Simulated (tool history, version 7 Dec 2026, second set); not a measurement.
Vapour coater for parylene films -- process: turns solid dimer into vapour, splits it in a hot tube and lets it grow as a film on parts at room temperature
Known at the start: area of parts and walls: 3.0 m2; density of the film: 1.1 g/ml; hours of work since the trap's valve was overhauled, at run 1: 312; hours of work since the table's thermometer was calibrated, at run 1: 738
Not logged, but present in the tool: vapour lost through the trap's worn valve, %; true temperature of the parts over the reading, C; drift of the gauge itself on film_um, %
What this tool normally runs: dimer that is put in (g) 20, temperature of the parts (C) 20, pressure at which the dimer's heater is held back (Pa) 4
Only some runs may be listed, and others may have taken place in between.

run,hour,dimer that is put in (g),temperature of the parts (C),pressure at which the dimer's heater is held back (Pa),hours of work since the trap's valve was overhauled,hours of work since the table's thermometer was calibrated,thickness of the film (µm)
1,0,20,20,4,312,738,3.54
2,42.6,20,20,4,349,774,3.56
3,65.2,22,20,4,368,794,3.84
4,91.2,22,20,4,390,816,3.85
# hour 110.8: trap's valve overhauled
5,144.2,20,20,4,29,858,3.94
6,177.7,20,13,4,58,887,5.31
7,198.4,20,13,4,75,905,5.3
8,228.8,20,20,4,102,931,3.9
9,265,18,20,4,133,962,3.45
10,298,26,13,5.23,161,991,6.35
11,318.4,22,13,3.28,179,1008,5.96
12,350.2,22,13,3.28,206,1036,5.87
13,396.6,22,13,3.28,246,1076,5.82
14,428.2,16,29,3.77,273,1103,2.02
15,463.8,16,29,4.84,304,1134,1.88
16,504.7,16,29,4.84,339,1169,1.83

Branching from run 16: 3 alternative next runs. What would each branch give?
A,544.9,30,20,2.18,374,1203,?
B,544.9,32,13,2.72,374,1203,?
C,544.9,16,15,4.84,374,1203,?

run,thickness of the film (µm)
A,6.13
B,8.27
C,3.43
Stripped of hidden state, with their random variation kept, the same runs would have yielded:
run,thickness of the film (µm)
A,6.71
B,9.22
C,3.75
